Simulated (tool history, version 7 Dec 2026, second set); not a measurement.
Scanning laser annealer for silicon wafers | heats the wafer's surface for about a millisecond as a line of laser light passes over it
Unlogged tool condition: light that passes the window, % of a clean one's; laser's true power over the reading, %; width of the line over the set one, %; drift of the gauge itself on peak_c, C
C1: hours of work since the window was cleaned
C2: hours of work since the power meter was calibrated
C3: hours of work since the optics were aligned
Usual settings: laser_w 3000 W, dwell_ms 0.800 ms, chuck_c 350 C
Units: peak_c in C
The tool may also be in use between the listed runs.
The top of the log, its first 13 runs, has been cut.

run 14 hour=638.9 | laser_w=3000 dwell_ms=0.800 chuck_c=324 | C1=600 C2=2203 C3=867 | peak_c=1015
run 15 hour=679.3 | laser_w=3000 dwell_ms=0.800 chuck_c=350 | C1=629 C2=2232 C3=896 | peak_c=1040
run 16 hour=720.7 | laser_w=3000 dwell_ms=0.800 chuck_c=350 | C1=658 C2=2261 C3=925 | peak_c=1038
-- hour=758.2 optics aligned, line set to its width
run 17 hour=762.9 | laser_w=3000 dwell_ms=0.800 chuck_c=315 | C1=684 C2=2287 C3=3 | peak_c=1008
run 18 hour=817.2 | laser_w=3000 dwell_ms=0.973 chuck_c=350 | C1=722 C2=2325 C3=41 | peak_c=1116
-- hour=840.9 window over the wafer cleaned
run 19 hour=874.7 | laser_w=3000 dwell_ms=0.973 chuck_c=350 | C1=24 C2=2364 C3=80 | peak_c=1164
run 20 hour=931.3 | laser_w=3000 dwell_ms=0.973 chuck_c=350 | C1=63 C2=2403 C3=120 | peak_c=1161
run 21 hour=985.3 | laser_w=3000 dwell_ms=0.815 chuck_c=350 | C1=101 C2=2441 C3=158 | peak_c=1087
run 22 hour=1033.3 | laser_w=2899 dwell_ms=0.674 chuck_c=350 | C1=135 C2=2475 C3=191 | peak_c=991
run 23 hour=1065.5 | laser_w=2899 dwell_ms=0.674 chuck_c=333 | C1=158 C2=2497 C3=214 | peak_c=968
run 24 hour=1092.3 | laser_w=2899 dwell_ms=0.674 chuck_c=333 | C1=176 C2=2516 C3=233 | peak_c=967
run 25 hour=1133.6 | laser_w=3000 dwell_ms=0.897 chuck_c=336 | C1=205 C2=2545 C3=262 | peak_c=1104
run 26 hour=1179.9 | laser_w=3000 dwell_ms=0.954 chuck_c=357 | C1=238 C2=2578 C3=294 | peak_c=1141
run 27 hour=1243.1 | laser_w=3271 dwell_ms=0.620 chuck_c=336 | C1=282 C2=2622 C3=339 | peak_c=1026
run 28 hour=1286.4 | laser_w=2765 dwell_ms=0.620 chuck_c=379 | C1=312 C2=2652 C3=369 | peak_c=948
run 29 hour=1335.0 | laser_w=2971 dwell_ms=0.620 chuck_c=317 | C1=347 C2=2686 C3=403 | peak_c=930
run 30 hour=1371.7 | laser_w=2971 dwell_ms=0.620 chuck_c=317 | C1=372 C2=2712 C3=429 | peak_c=931
run 31 hour=1415.5 | laser_w=3154 dwell_ms=0.739 chuck_c=311 | C1=403 C2=2743 C3=460 | peak_c=1030
run 32 hour=1480.3 | laser_w=3154 dwell_ms=0.739 chuck_c=311 | C1=448 C2=2788 C3=505 | peak_c=1024
run 33 hour=1522.7 | laser_w=3154 dwell_ms=0.739 chuck_c=311 | C1=478 C2=2818 C3=535 | peak_c=1021
run 34 hour=1565.3 | laser_w=3154 dwell_ms=0.739 chuck_c=311 | C1=508 C2=2848 C3=565 | peak_c=1020
run 35 hour=1602.2 | laser_w=3154 dwell_ms=0.739 chuck_c=311 | C1=534 C2=2874 C3=590 | peak_c=1021
run 36 hour=1651.5 | laser_w=3241 dwell_ms=0.617 chuck_c=359 | C1=569 C2=2908 C3=625 | peak_c=1020
run 37 hour=1704.3 | laser_w=2855 dwell_ms=0.871 chuck_c=372 | C1=606 C2=2945 C3=662 | peak_c=1054
run 38 hour=1734.7 | laser_w=2738 dwell_ms=0.871 chuck_c=340 | C1=627 C2=2967 C3=683 | peak_c=985

Branching from run 38: 5 alternative next runs. What would each branch give?
run A hour=1776.8 | laser_w=3000 dwell_ms=0.800 chuck_c=316 | C1=656 C2=2996 C3=713 | peak_c=?
run B hour=1776.8 | laser_w=2749 dwell_ms=0.800 chuck_c=350 | C1=656 C2=2996 C3=713 | peak_c=?
run C hour=1776.8 | laser_w=2708 dwell_ms=0.898 chuck_c=350 | C1=656 C2=2996 C3=713 | peak_c=?
run D hour=1776.8 | laser_w=3298 dwell_ms=0.614 chuck_c=350 | C1=656 C2=2996 C3=713 | peak_c=?
run E hour=1776.8 | laser_w=2677 dwell_ms=0.871 chuck_c=340 | C1=656 C2=2996 C3=713 | peak_c=?

run=A peak_c=1004
run=B peak_c=972
run=C peak_c=1000
run=D peak_c=1020
run=E peak_c=969
With the hidden condition removed and each run's random variation left untouched, the same runs would have given:
run=A peak_c=1064
run=B peak_c=1026
run=C peak_c=1057
run=D peak_c=1078
run=E peak_c=1024

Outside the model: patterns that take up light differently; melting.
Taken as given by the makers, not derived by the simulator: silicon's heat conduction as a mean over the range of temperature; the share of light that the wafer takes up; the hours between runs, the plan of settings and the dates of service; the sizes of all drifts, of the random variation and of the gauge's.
